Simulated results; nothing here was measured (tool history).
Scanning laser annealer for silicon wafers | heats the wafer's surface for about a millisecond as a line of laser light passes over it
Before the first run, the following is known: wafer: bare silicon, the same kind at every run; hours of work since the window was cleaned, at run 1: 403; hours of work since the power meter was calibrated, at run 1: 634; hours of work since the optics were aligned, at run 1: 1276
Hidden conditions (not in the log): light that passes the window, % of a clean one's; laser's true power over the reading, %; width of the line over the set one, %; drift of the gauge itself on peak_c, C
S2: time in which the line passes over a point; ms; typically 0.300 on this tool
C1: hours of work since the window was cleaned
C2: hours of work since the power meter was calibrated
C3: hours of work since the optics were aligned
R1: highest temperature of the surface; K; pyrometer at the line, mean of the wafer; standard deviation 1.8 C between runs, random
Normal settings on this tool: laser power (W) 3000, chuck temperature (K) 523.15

{"run": 1, "hour": 0.0, "laser power (W)": 3000, "S2": 0.3, "chuck temperature (K)": 523.15, "C1": 403, "C2": 634, "C3": 1276, "R1": 1214.15}
{"run": 2, "hour": 69.7, "laser power (W)": 3000, "S2": 0.219, "chuck temperature (K)": 523.15, "C1": 453, "C2": 684, "C3": 1326, "R1": 1104.15}
{"run": 3, "hour": 128.0, "laser power (W)": 3000, "S2": 0.219, "chuck temperature (K)": 523.15, "C1": 494, "C2": 726, "C3": 1368, "R1": 1102.15}
{"run": 4, "hour": 162.6, "laser power (W)": 3000, "S2": 0.219, "chuck temperature (K)": 523.15, "C1": 519, "C2": 751, "C3": 1392, "R1": 1107.15}
{"run": 5, "hour": 199.8, "laser power (W)": 3000, "S2": 0.219, "chuck temperature (K)": 523.15, "C1": 546, "C2": 777, "C3": 1419, "R1": 1100.15}
{"run": 6, "hour": 240.2, "laser power (W)": 3000, "S2": 0.3, "chuck temperature (K)": 523.15, "C1": 575, "C2": 806, "C3": 1448, "R1": 1212.15}
{"hour": 293.1, "done": "optics aligned, line set to its width"}
{"run": 7, "hour": 298.5, "laser power (W)": 3205, "S2": 0.212, "chuck temperature (K)": 519.15, "C1": 613, "C2": 845, "C3": 4, "R1": 1119.15}
{"run": 8, "hour": 347.2, "laser power (W)": 3118, "S2": 0.221, "chuck temperature (K)": 525.15, "C1": 648, "C2": 880, "C3": 39, "R1": 1121.15}
{"run": 9, "hour": 384.8, "laser power (W)": 2795, "S2": 0.221, "chuck temperature (K)": 534.15, "C1": 675, "C2": 906, "C3": 66, "R1": 1065.15}
{"hour": 418.7, "done": "optics aligned, line set to its width, once more"}
{"run": 10, "hour": 431.4, "laser power (W)": 2795, "S2": 0.221, "chuck temperature (K)": 534.15, "C1": 705, "C2": 936, "C3": 9, "R1": 1078.15}
{"run": 11, "hour": 502.4, "laser power (W)": 2795, "S2": 0.221, "chuck temperature (K)": 534.15, "C1": 756, "C2": 987, "C3": 60, "R1": 1075.15}

Hidden state or all else? Some run-to-run changes of R1, split into what the settings, what came in and random variation would give without the hidden state, and what is left for the hidden state (with any gauge scatter that isn't in both results):
Run 5 -> 6: S2 0.219 -> 0.300. R1 +112.00 K: hidden state -6.00, all else +118.00.
Run 9 -> 10: optics aligned, line set to its width, once more. R1 +13.00 K: hidden state +7.00, all else +6.00.

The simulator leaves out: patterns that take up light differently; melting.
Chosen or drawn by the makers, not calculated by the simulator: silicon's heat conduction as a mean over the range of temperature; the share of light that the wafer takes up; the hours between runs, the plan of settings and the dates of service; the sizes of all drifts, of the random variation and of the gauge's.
